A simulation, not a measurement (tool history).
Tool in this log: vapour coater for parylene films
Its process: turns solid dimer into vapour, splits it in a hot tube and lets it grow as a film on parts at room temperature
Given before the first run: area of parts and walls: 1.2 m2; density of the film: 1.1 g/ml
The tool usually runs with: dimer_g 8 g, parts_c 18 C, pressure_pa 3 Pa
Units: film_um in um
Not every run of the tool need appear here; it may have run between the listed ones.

| run | day | dimer_g | parts_c | pressure_pa | film_um |
|---|---|---|---|---|---|
| 1 | 0 | 8 | 18 | 3 | 4.74 |
| 2 | 0.75 | 8 | 18 | 6.37 | 3.98 |
| 3 | 1.171 | 8 | 18 | 6.37 | 3.97 |
| 4 | 2.012 | 8 | 18 | 6.37 | 4.06 |
| 5 | 2.621 | 8 | 18 | 8.68 | 3.73 |
| 6 | 3.088 | 8 | 18 | 8.68 | 3.77 |
| 7 | 3.85 | 8 | 18 | 8.68 | 3.67 |
| 8 | 4.488 | 8 | 18 | 8.68 | 3.73 |
| 9 | 4.925 | 10 | 18 | 3 | 5.93 |
| 10 | 5.7 | 8 | 10 | 4.27 | 5.26 |
| 11 | 6.429 | 6 | 18 | 8.64 | 2.8 |
| 12 | 6.854 | 6 | 18 | 8.64 | 2.82 |
| 13 | 7.675 | 8 | 16 | 4.35 | 4.62 |
| 14 | 8.521 | 8 | 16 | 4.35 | 4.62 |
| 15 | 9.404 | 8 | 16 | 4.35 | 4.52 |
| 16 | 9.862 | 6 | 27 | 7.76 | 2.39 |
| 17 | 10.262 | 4 | 27 | 5.62 | 1.7 |
| 18 | 11.079 | 4 | 27 | 5.62 | 1.73 |

Each row is a separate what-if for the run after 18, all from the same tool condition, not one after another. Results?
| A | 11.888 | 5 | 12 | 3.26 | ? |
| B | 11.888 | 11 | 23 | 3.46 | ? |
| C | 11.888 | 11 | 26 | 5.62 | ? |
| D | 11.888 | 7 | 17 | 2.86 | ? |

| run | film_um |
|---|---|
| A | 3.37 |
| B | 5.72 |
| C | 4.71 |
| D | 4.33 |
What these runs would have given with no unlogged condition in the tool:
| run | film_um |
|---|---|
| A | 3.38 |
| B | 5.74 |
| C | 4.72 |
| D | 4.34 |
